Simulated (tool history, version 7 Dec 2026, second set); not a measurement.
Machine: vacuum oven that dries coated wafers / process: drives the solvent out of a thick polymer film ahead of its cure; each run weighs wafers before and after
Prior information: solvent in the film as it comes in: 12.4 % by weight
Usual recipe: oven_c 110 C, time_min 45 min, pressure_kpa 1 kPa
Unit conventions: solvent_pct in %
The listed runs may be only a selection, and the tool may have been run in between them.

run	hour	oven_c	time_min	pressure_kpa	solvent_pct
1	0	110	45	1	1.39
2	37.6	110	45	1	1.38
3	57.2	110	22	1	3.6
4	99.8	110	45	1	1.54
5	117.4	110	45	1	1.46
6	149.8	110	45	1	1.44
7	175.2	110	45	1	1.43
8	195.9	110	45	1	1.48
9	214.8	110	71	2.04	1.14
10	249.7	110	73	1.23	0.74
11	270.3	121	45	2.82	1
12	309.6	121	45	2.82	1.09

Same runs, no hidden state in the tool, same run-to-run variation:
The hidden state here: true wafer temperature over the reading, C; true pressure over the reading, kPa; drift of the gauge itself on solvent_pct, %.
run	solvent_pct
1	1.21
2	1.19
3	3.36
4	1.34
5	1.25
6	1.23
7	1.22
8	1.26
9	0.97
10	0.57
11	0.87
12	0.96

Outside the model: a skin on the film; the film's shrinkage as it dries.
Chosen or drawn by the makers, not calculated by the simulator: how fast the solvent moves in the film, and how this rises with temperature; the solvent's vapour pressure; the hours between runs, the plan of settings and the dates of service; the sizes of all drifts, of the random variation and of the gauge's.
